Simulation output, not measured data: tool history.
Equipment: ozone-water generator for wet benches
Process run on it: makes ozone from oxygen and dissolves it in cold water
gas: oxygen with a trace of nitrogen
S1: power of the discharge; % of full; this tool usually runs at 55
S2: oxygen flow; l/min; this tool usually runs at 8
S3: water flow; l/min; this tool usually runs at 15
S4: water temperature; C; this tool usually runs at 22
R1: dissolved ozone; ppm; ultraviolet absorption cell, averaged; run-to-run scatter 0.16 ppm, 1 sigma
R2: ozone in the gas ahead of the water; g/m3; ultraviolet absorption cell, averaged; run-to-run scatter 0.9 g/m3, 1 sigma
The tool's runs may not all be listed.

run 1 hour=0 | S1=55 S2=8 S3=15 S4=22 | R1=20.6 R2=149.1
run 2 hour=65.9 | S1=55 S2=8 S3=15 S4=22 | R1=21.1 R2=149.2
run 3 hour=102.4 | S1=55 S2=8 S3=15 S4=22 | R1=20.5 R2=146.5
run 4 hour=134.1 | S1=55 S2=8 S3=15 S4=22 | R1=20.4 R2=148.3
run 5 hour=192.2 | S1=55 S2=8 S3=15 S4=22 | R1=20.5 R2=149
run 6 hour=260.4 | S1=55 S2=8 S3=15 S4=22 | R1=20.5 R2=147.2
run 7 hour=315 | S1=55 S2=8 S3=15 S4=22 | R1=20.8 R2=147.3
run 8 hour=364.6 | S1=55 S2=8 S3=15 S4=22 | R1=20.4 R2=147.4
run 9 hour=434.5 | S1=55 S2=8 S3=21 S4=22 | R1=17.3 R2=148.5
run 10 hour=493.3 | S1=55 S2=8 S3=21 S4=22 | R1=17.1 R2=150.7
-- hour=503.3 contactor cleaned
run 11 hour=533.9 | S1=55 S2=8 S3=21 S4=22 | R1=16.8 R2=145.9
run 12 hour=593.7 | S1=55 S2=8 S3=21 S4=22 | R1=16.9 R2=146.5
run 13 hour=654 | S1=55 S2=9.32 S3=21 S4=22 | R1=15.8 R2=135
-- hour=700.8 contactor cleaned, once more
run 14 hour=711.6 | S1=51 S2=8 S3=15 S4=21 | R1=20 R2=139.7
run 15 hour=772.4 | S1=51 S2=8 S3=15 S4=21 | R1=20.1 R2=138.8
run 16 hour=808.4 | S1=96 S2=8.46 S3=10 S4=22 | R1=37.7 R2=222.6
run 17 hour=843.2 | S1=96 S2=8.46 S3=11 S4=16 | R1=41.5 R2=218.8
run 18 hour=895.9 | S1=96 S2=8.46 S3=11 S4=16 | R1=41.6 R2=220

For run 19, what comes out?
run 19 hour=945.9 | S1=58 S2=6.42 S3=13 S4=17 | R1=? R2=?

{"run 19": {"R1": 27.3, "R2": 175.7}}
Without the tool's hidden state the same run would have given R1 28 ppm, R2 178.4 g/m3.
